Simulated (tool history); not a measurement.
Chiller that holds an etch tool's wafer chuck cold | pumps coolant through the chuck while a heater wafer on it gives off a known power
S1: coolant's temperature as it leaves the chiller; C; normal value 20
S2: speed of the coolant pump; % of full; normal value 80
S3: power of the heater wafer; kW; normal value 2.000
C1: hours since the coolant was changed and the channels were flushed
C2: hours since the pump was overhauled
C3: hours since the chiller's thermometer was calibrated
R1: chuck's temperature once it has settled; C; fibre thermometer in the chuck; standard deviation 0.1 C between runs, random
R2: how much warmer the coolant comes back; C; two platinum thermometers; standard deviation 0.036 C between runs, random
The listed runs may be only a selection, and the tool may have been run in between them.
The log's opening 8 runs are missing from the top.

Run 9, day 23.588: usual settings but S1 29 C; C1 3270; C2 2847; C3 3156. Result: R1 50.6 C, R2 6.63 C.
At day 25.754: chiller's thermometer calibrated.
Run 10, day 27.667: usual settings but S2 95 % of full; C1 3367; C2 2944; C3 46. Result: R1 39.6 C, R2 5.58 C.
Run 11, day 30.958: usual settings but S1 26 C; C1 3446; C2 3023; C3 125. Result: R1 47.4 C, R2 6.62 C.
Run 12, day 34.008: usual settings but S3 1.311 kW; C1 3519; C2 3096; C3 198. Result: R1 34.1 C, R2 4.32 C.
Run 13, day 37.429: usual settings but S1 18 C, S3 1.311 kW; C1 3601; C2 3178; C3 280. Result: R1 32.1 C, R2 4.31 C.
Run 14, day 41.546: usual settings; C1 3700; C2 3277; C3 379. Result: R1 41.6 C, R2 6.63 C.
Run 15, day 44.946: usual settings; C1 3782; C2 3359; C3 461. Result: R1 41.6 C, R2 6.57 C.
Run 16, day 47.362: usual settings; C1 3840; C2 3417; C3 519. Result: R1 41.7 C, R2 6.60 C.
Run 17, day 51.358: usual settings; C1 3936; C2 3513; C3 615. Result: R1 41.5 C, R2 6.56 C.
Run 18, day 54.946: usual settings; C1 4022; C2 3599; C3 701. Result: R1 41.4 C, R2 6.52 C.
Run 19, day 57.138: usual settings but S1 14 C, S2 90 % of full, S3 2.077 kW; C1 4074; C2 3651; C3 753. Result: R1 34.9 C, R2 6.02 C.
Run 20, day 61.429: usual settings but S1 14 C, S2 90 % of full, S3 2.077 kW; C1 4177; C2 3754; C3 856. Result: R1 35.1 C, R2 5.99 C.
Run 21, day 65.033: usual settings but S1 14 C, S2 90 % of full, S3 2.077 kW; C1 4264; C2 3841; C3 943. Result: R1 35.0 C, R2 6.00 C.
Run 22, day 67.171: usual settings but S1 14 C, S2 90 % of full, S3 2.077 kW; C1 4315; C2 3892; C3 994. Result: R1 35.1 C, R2 5.93 C.
Run 23, day 70.792: usual settings but S3 2.847 kW; C1 4402; C2 3979; C3 1081. Result: R1 50.7 C, R2 9.38 C.
Run 24, day 74.375: usual settings but S2 63 % of full, S3 2.847 kW; C1 4488; C2 4065; C3 1167. Result: R1 55.1 C, R2 12.01 C.
Run 25, day 76.854: usual settings but S2 65 % of full, S3 2.847 kW; C1 4548; C2 4125; C3 1226. Result: R1 54.5 C, R2 11.61 C.
Run 26, day 81.221: usual settings but S1 10 C, S2 68 % of full, S3 1.006 kW; C1 4652; C2 4229; C3 1331. Result: R1 21.8 C, R2 3.73 C.
Run 27, day 84.417: usual settings but S1 24 C, S2 83 % of full; C1 4729; C2 4306; C3 1408. Result: R1 45.1 C, R2 6.23 C.
Run 28, day 86.258: usual settings but S1 12 C, S3 1.592 kW; C1 4773; C2 4350; C3 1452. Result: R1 29.1 C, R2 5.16 C.
At day 89.408: coolant changed, channels flushed.
Run 29, day 90.292: usual settings but S1 26 C, S2 81 % of full, S3 2.267 kW; C1 21; C2 4441; C3 1543. Result: R1 50.3 C, R2 7.20 C.
Run 30, day 94.633: usual settings but S1 29 C, S3 2.447 kW; C1 125; C2 4545; C3 1647. Result: R1 55.4 C, R2 7.93 C.
Run 31, day 96.967: usual settings but S1 12 C; C1 181; C2 4601; C3 1703. Result: R1 33.4 C, R2 6.44 C.
Run 32, day 98.812: usual settings but S1 12 C; C1 226; C2 4646; C3 1747. Result: R1 33.6 C, R2 6.42 C.
Run 33, day 101.821: usual settings but S1 11 C, S2 81 % of full, S3 1.222 kW; C1 298; C2 4718; C3 1820. Result: R1 24.0 C, R2 3.69 C.

Forecast each of these 3 alternatives for the next run:
Run A, day 106.125: usual settings but S2 71 % of full; C1 401; C2 4821; C3 1923. Result: R1 ?, R2 ?.
Run B, day 106.125: usual settings but S1 11 C, S2 93 % of full, S3 1.222 kW; C1 401; C2 4821; C3 1923. Result: R1 ?, R2 ?.
Run C, day 106.125: usual settings but S1 25 C, S2 83 % of full; C1 401; C2 4821; C3 1923. Result: R1 ?, R2 ?.

run    R1    R2
  A  43.2  7.25
  B  23.2  3.22
  C  46.3  6.19
Without the tool's unlogged condition, the same runs would have read:
run    R1    R2
  A  43.1  7.57
  B  23.2  3.55
  C  46.3  6.52
